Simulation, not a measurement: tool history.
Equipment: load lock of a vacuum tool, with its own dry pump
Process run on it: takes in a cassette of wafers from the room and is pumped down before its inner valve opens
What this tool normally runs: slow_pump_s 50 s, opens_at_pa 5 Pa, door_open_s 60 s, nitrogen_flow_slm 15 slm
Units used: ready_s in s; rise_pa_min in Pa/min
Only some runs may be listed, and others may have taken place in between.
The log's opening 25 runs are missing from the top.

run,hour,slow_pump_s,opens_at_pa,door_open_s,nitrogen_flow_slm,"incoming humidity of the room's air, %",ready_s,rise_pa_min
26,3211.8,62,8,35,13,42.3,77.4,0.042
27,3287,71,5,28,15,43.1,87.4,0.038
28,3392.9,50,5,95,15,46.5,68.2,0.076
29,3498,50,8,60,15,43.4,66.9,0.058
30,3581.8,61,4,117,4,42,78.4,0.109
31,3669.1,46,5,60,15,44.6,64.7,0.061
32,3768.6,33,9,60,15,44.1,51.6,0.057
33,3940.9,84,4,60,15,43.7,98.5,0.056
34,4096.8,84,4,60,15,41.8,98.8,0.061
35,4231.1,33,5,197,6,41.8,53.5,0.145
36,4383.9,33,5,26,6,40.4,53.6,0.045

4 ways to go on from here, each from the tool as it stands after run 36. What would each give?
A,4559.1,50,8,60,15,46.6,?,?
B,4559.1,87,5,26,23,42.6,?,?
C,4559.1,74,5,77,22,45.9,?,?
D,4559.1,36,5,60,15,44.2,?,?

run,ready_s,rise_pa_min
A,67.2,0.062
B,100.9,0.036
C,89.4,0.061
D,55.7,0.061
With no hidden state in the tool, these same runs would have given:
run,ready_s,rise_pa_min
A,64.7,0.05
B,98.8,0.024
C,87.1,0.049
D,52.7,0.049

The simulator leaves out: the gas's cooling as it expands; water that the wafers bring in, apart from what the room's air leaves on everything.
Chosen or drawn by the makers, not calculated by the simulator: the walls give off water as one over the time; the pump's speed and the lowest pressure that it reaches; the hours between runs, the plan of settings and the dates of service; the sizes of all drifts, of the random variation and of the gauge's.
